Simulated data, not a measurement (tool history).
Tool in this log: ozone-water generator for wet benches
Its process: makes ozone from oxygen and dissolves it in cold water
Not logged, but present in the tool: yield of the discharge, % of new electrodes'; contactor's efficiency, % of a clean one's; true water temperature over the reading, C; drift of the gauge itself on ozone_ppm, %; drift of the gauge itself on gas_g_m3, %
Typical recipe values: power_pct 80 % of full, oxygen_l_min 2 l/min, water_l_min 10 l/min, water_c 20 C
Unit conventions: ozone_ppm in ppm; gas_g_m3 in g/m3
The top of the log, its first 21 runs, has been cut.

| run | day | power_pct | oxygen_l_min | water_l_min | water_c | hours of work since the electrodes were changed | hours of work since the contactor was cleaned | hours of work since the thermometer was calibrated | ozone_ppm | gas_g_m3 |
|---|---|---|---|---|---|---|---|---|---|---|
| 22 | 26.779 | 42 | 1.09 | 12 | 16 | 1461 | 1018 | 1423 | 11.1 | 274.5 |
| 23 | 28.65 | 50 | 2.03 | 10 | 20 | 1494 | 1051 | 1456 | 14.1 | 200.1 |
| 24 | 29.879 | 80 | 1.67 | 10 | 20 | 1515 | 1073 | 1478 | 19.7 | 311 |
| 25 | 31.354 | 80 | 1.67 | 10 | 23 | 1541 | 1099 | 1504 | 19 | 312.6 |
| 26 | 33.075 | 79 | 2 | 12 | 24 | 1572 | 1129 | 1534 | 15.4 | 275.5 |
| 27 | 34.267 | 95 | 3.05 | 11 | 20 | 1593 | 1150 | 1555 | 19 | 231.5 |
| 28 | 35.942 | 86 | 3 | 7 | 24 | 1622 | 1180 | 1585 | 22.6 | 221.3 |
| 29 | 37.112 | 80 | 2 | 13 | 27 | 1643 | 1200 | 1605 | 14.1 | 279 |
| 30 | 38.496 | 45 | 1.65 | 15 | 26 | 1667 | 1225 | 1630 | 8.6 | 217.8 |
| 31 | 40.117 | 91 | 1.52 | 14 | 13 | 1696 | 1253 | 1658 | 16.2 | 370.2 |
| 32 | 41.783 | 91 | 1.52 | 14 | 13 | 1725 | 1282 | 1688 | 16.3 | 370.9 |

Here are 3 independent what-if runs from the current tool condition. What would each one return?
| A | 42.608 | 51 | 2 | 10 | 20 | 1740 | 1297 | 1702 | ? | ? |
| B | 42.608 | 80 | 3.4 | 11 | 27 | 1740 | 1297 | 1702 | ? | ? |
| C | 42.608 | 80 | 2 | 10 | 19 | 1740 | 1297 | 1702 | ? | ? |

| run | ozone_ppm | gas_g_m3 |
|---|---|---|
| A | 14.3 | 209.7 |
| B | 14.6 | 195.4 |
| C | 19.5 | 282.1 |
Without the tool's hidden state the same runs would have given:
| run | ozone_ppm | gas_g_m3 |
|---|---|---|
| A | 14.4 | 202.3 |
| B | 14.6 | 188.6 |
| C | 19.6 | 272.3 |
